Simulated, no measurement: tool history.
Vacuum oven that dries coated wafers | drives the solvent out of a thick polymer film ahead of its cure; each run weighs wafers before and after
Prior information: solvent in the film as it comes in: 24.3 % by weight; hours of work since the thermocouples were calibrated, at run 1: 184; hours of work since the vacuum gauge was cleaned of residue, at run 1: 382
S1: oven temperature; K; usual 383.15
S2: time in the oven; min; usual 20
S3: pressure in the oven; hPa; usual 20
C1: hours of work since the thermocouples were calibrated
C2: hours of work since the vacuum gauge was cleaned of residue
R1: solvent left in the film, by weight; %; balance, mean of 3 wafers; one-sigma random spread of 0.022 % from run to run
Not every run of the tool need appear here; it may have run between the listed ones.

Run 1, hour 0: usual settings; C1 184; C2 382. Result: R1 7.87 %.
Run 2, hour 24.7: usual settings but S3 69.7 hPa; C1 200; C2 398. Result: R1 13.65 %.
Run 3, hour 54.1: usual settings; C1 218; C2 416. Result: R1 7.87 %.
Run 4, hour 90.1: usual settings; C1 241; C2 439. Result: R1 7.86 %.
Run 5, hour 122.4: usual settings but S2 17 min; C1 262; C2 460. Result: R1 8.94 %.
Run 6, hour 147.6: usual settings but S1 377.15 K; C1 278; C2 476. Result: R1 10.22 %.
Run 7, hour 164.4: usual settings but S1 377.15 K; C1 289; C2 487. Result: R1 10.24 %.
Run 8, hour 183.3: usual settings but S1 377.15 K; C1 301; C2 499. Result: R1 10.2 %.
Run 9, hour 216.3: usual settings but S1 377.15 K; C1 322; C2 520. Result: R1 10.21 %.
Run 10, hour 252.7: usual settings but S2 28 min; C1 345; C2 543. Result: R1 5.94 %.
Run 11, hour 278.4: usual settings but S2 28 min; C1 362; C2 560. Result: R1 5.96 %.
Run 12, hour 299.4: usual settings but S3 16.9 hPa; C1 375; C2 573. Result: R1 7.49 %.
Run 13, hour 325.2: usual settings but S3 16.9 hPa; C1 392; C2 590. Result: R1 7.53 %.
Run 14, hour 348.5: usual settings but S3 17.7 hPa; C1 406; C2 604. Result: R1 7.64 %.
Run 15, hour 370.4: usual settings but S1 375.15 K, S2 13 min, S3 52.4 hPa; C1 421; C2 618. Result: R1 16.97 %.
Run 16, hour 393.4: usual settings but S1 394.15 K, S2 13 min, S3 10.9 hPa; C1 435; C2 633. Result: R1 5.86 %.
Run 17, hour 412.7: usual settings but S1 382.15 K, S2 13 min, S3 46 hPa; C1 448; C2 645. Result: R1 13.52 %.
Run 18, hour 436.1: usual settings but S1 373.15 K, S3 66.4 hPa; C1 463; C2 660. Result: R1 17.87 %.
Run 19, hour 471.9: usual settings but S1 373.15 K, S3 17.4 hPa; C1 485; C2 683. Result: R1 11.46 %.
Run 20, hour 501.2: usual settings but S1 393.15 K, S2 16 min, S3 14.2 hPa; C1 504; C2 702. Result: R1 5.2 %.
Run 21, hour 524.5: usual settings but S2 31 min, S3 15.3 hPa; C1 519; C2 717. Result: R1 4.79 %.
Run 22, hour 554: usual settings but S1 369.15 K, S2 35 min; C1 538; C2 736. Result: R1 10.23 %.
Run 23, hour 590.9: usual settings but S2 18 min; C1 561; C2 759. Result: R1 8.56 %.
Run 24, hour 616: usual settings but S2 11 min, S3 10.5 hPa; C1 577; C2 775. Result: R1 10.78 %.
Run 25, hour 635.2: usual settings but S2 24 min; C1 590; C2 788. Result: R1 6.82 %.
Run 26, hour 672.7: usual settings but S1 396.15 K, S2 24 min, S3 67.8 hPa; C1 614; C2 812. Result: R1 7.48 %.
Run 27, hour 693: usual settings but S1 397.15 K, S3 36.1 hPa; C1 627; C2 825. Result: R1 4.89 %.
Run 28, hour 723.2: usual settings but S3 20.5 hPa; C1 646; C2 844. Result: R1 7.94 %.

Alternative continuations, all from the tool just after run 28; predict every row:
Run A, hour 746.6: usual settings but S2 22 min, S3 20.5 hPa; C1 661; C2 859. Result: R1 ?.
Run B, hour 746.6: usual settings but S1 386.15 K, S3 20.5 hPa; C1 661; C2 859. Result: R1 ?.
Run C, hour 746.6: usual settings but S1 394.15 K, S2 25 min, S3 20.5 hPa; C1 661; C2 859. Result: R1 ?.

run    R1
  A  7.34
  B  6.85
  C   3.4
What these runs would have given with no unlogged condition in the tool:
run    R1
  A  7.33
  B  6.84
  C  3.39

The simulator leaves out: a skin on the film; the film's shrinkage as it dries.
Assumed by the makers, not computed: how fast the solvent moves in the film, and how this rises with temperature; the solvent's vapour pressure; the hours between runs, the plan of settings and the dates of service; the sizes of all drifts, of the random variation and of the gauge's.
